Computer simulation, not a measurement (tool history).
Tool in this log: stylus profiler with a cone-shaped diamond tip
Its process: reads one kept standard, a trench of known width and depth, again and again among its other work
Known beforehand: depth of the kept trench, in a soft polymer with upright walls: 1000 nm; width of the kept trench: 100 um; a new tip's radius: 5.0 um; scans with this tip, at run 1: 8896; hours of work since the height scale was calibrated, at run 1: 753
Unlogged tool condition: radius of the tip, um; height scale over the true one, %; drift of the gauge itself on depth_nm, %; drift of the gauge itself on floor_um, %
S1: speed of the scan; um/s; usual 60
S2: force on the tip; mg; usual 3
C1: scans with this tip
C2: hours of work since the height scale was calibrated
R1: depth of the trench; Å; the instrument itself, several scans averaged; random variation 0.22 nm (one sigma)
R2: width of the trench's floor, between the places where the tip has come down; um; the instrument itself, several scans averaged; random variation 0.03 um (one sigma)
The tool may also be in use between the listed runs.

Run 1, hour 0: usual settings; C1 8896; C2 753. Result: R1 10216.6 Å, R2 92.19 um.
Run 2, hour 18.7: usual settings but S2 1.52 mg; C1 9060; C2 767. Result: R1 10144.8 Å, R2 92.1 um.
Run 3, hour 35.8: usual settings; C1 9210; C2 779. Result: R1 10219.2 Å, R2 92.21 um.
Run 4, hour 52.1: usual settings; C1 9354; C2 792. Result: R1 10218.1 Å, R2 92.23 um.
Run 5, hour 72.2: usual settings; C1 9530; C2 806. Result: R1 10217.6 Å, R2 92.13 um.
Run 6, hour 96.2: usual settings; C1 9741; C2 824. Result: R1 10220.7 Å, R2 92.15 um.
Run 7, hour 114.7: usual settings but S1 164 um/s; C1 9902; C2 838. Result: R1 10219.3 Å, R2 91.59 um.
Run 8, hour 128: usual settings but S1 164 um/s; C1 10019; C2 848. Result: R1 10223.4 Å, R2 91.61 um.
Run 9, hour 158.4: usual settings but S1 164 um/s; C1 10286; C2 871. Result: R1 10224.8 Å, R2 91.47 um.
Run 10, hour 188.5: usual settings but S2 7.27 mg; C1 10551; C2 893. Result: R1 10383.8 Å, R2 92.08 um.
Run 11, hour 218.3: usual settings but S2 7.27 mg; C1 10812; C2 915. Result: R1 10385.2 Å, R2 92.04 um.
Run 12, hour 237.3: usual settings but S1 152 um/s, S2 7.27 mg; C1 10979; C2 929. Result: R1 10385.2 Å, R2 91.71 um.
Run 13, hour 252: usual settings; C1 11107; C2 940. Result: R1 10219 Å, R2 91.91 um.
Run 14, hour 274.9: usual settings; C1 11308; C2 957. Result: R1 10221.1 Å, R2 91.87 um.
Run 15, hour 304.9: usual settings; C1 11572; C2 979. Result: R1 10223.2 Å, R2 91.8 um.
At hour 318.9: new tip fitted, height scale calibrated.
Run 16, hour 327.3: usual settings; C1 74; C2 6. Result: R1 10202.9 Å, R2 93.65 um.
Run 17, hour 351.8: usual settings; C1 289; C2 24. Result: R1 10204.2 Å, R2 93.62 um.
Run 18, hour 382: usual settings; C1 554; C2 47. Result: R1 10202.8 Å, R2 93.56 um.
Run 19, hour 404.8: usual settings but S2 2.03 mg; C1 753; C2 64. Result: R1 10159 Å, R2 93.43 um.
Run 20, hour 432.7: usual settings but S2 2.03 mg; C1 999; C2 85. Result: R1 10160.6 Å, R2 93.36 um.
Run 21, hour 463.6: usual settings but S2 3.9 mg; C1 1269; C2 107. Result: R1 10242.5 Å, R2 93.44 um.
Run 22, hour 479.6: usual settings but S2 1.11 mg; C1 1409; C2 119. Result: R1 10106.2 Å, R2 93.22 um.
Run 23, hour 509.9: usual settings but S2 1.11 mg; C1 1675; C2 142. Result: R1 10106 Å, R2 93.16 um.
Run 24, hour 526.8: usual settings but S1 47 um/s; C1 1824; C2 154. Result: R1 10203.8 Å, R2 93.36 um.
Run 25, hour 554.9: usual settings but S1 26 um/s, S2 4.89 mg; C1 2071; C2 175. Result: R1 10290 Å, R2 93.41 um.
Run 26, hour 576.2: usual settings but S1 48 um/s, S2 1.58 mg; C1 2258; C2 191. Result: R1 10136.7 Å, R2 93.19 um.
Run 27, hour 606: usual settings but S1 48 um/s, S2 1.58 mg; C1 2519; C2 213. Result: R1 10137.6 Å, R2 93.14 um.
Run 28, hour 628.2: usual settings but S1 110 um/s, S2 5.54 mg; C1 2714; C2 230. Result: R1 10313.4 Å, R2 93.02 um.
Run 29, hour 645.5: usual settings but S1 23 um/s, S2 1.73 mg; C1 2866; C2 243. Result: R1 10143.8 Å, R2 93.24 um.
Run 30, hour 658.5: usual settings but S1 31 um/s, S2 1.3 mg; C1 2979; C2 252. Result: R1 10123.1 Å, R2 93.17 um.
Run 31, hour 677: usual settings but S1 107 um/s, S2 1.26 mg; C1 3142; C2 266. Result: R1 10120.9 Å, R2 92.52 um.
Run 32, hour 696.1: usual settings but S1 111 um/s, S2 3.4 mg; C1 3310; C2 280. Result: R1 10228.9 Å, R2 92.82 um.
Run 33, hour 711.5: usual settings but S1 104 um/s, S2 3.24 mg; C1 3445; C2 292. Result: R1 10220.2 Å, R2 92.81 um.
Run 34, hour 730.4: usual settings but S1 18 um/s, S2 1.1 mg; C1 3610; C2 306. Result: R1 10112.8 Å, R2 93.16 um.
Run 35, hour 747: usual settings but S1 74 um/s, S2 2.01 mg; C1 3756; C2 318. Result: R1 10165.6 Å, R2 92.82 um.
Run 36, hour 768.3: usual settings but S1 74 um/s, S2 2.01 mg; C1 3943; C2 334. Result: R1 10162.5 Å, R2 92.77 um.
Run 37, hour 783: usual settings but S1 74 um/s, S2 2.01 mg; C1 4072; C2 345. Result: R1 10163.9 Å, R2 92.82 um.
Run 38, hour 801.4: usual settings but S1 50 um/s, S2 1.92 mg; C1 4233; C2 358. Result: R1 10159 Å, R2 92.86 um.
Run 39, hour 826.5: usual settings but S2 2.71 mg; C1 4454; C2 377. Result: R1 10196.3 Å, R2 92.79 um.
Run 40, hour 844.7: usual settings but S2 2.71 mg; C1 4614; C2 390. Result: R1 10198.9 Å, R2 92.79 um.
Run 41, hour 858.5: usual settings but S1 204 um/s, S2 2.96 mg; C1 4734; C2 401. Result: R1 10210.2 Å, R2 92.1 um.
Run 42, hour 876.3: usual settings but S1 103 um/s, S2 5.45 mg; C1 4890; C2 414. Result: R1 10309.8 Å, R2 92.64 um.
Run 43, hour 902.7: usual settings but S1 103 um/s, S2 5.45 mg; C1 5122; C2 434. Result: R1 10313.1 Å, R2 92.54 um.
Run 44, hour 919.3: usual settings but S1 148 um/s, S2 5.45 mg; C1 5268; C2 446. Result: R1 10308.1 Å, R2 92.41 um.
Run 45, hour 946.2: usual settings but S1 52 um/s, S2 6.67 mg; C1 5504; C2 466. Result: R1 10350.3 Å, R2 92.74 um.
Run 46, hour 963.2: usual settings but S1 21 um/s, S2 4.14 mg; C1 5653; C2 478. Result: R1 10266.4 Å, R2 92.8 um.
Run 47, hour 991.2: usual settings but S1 57 um/s, S2 4.14 mg; C1 5899; C2 499. Result: R1 10263.6 Å, R2 92.65 um.

Hidden condition of the tool, last listed run before each entry between runs versus first listed run after:
Run 15 -> run 16: new tip fitted, height scale calibrated (hour 318.9)
  radius of the tip, um: 8.25 -> 5.09; height scale over the true one, %: 0.237 -> 0.039
  what was measured, less what the result would be without the hidden state, R1: +24.2 -> +4 Å; R2: -1.87 -> -0.06 um
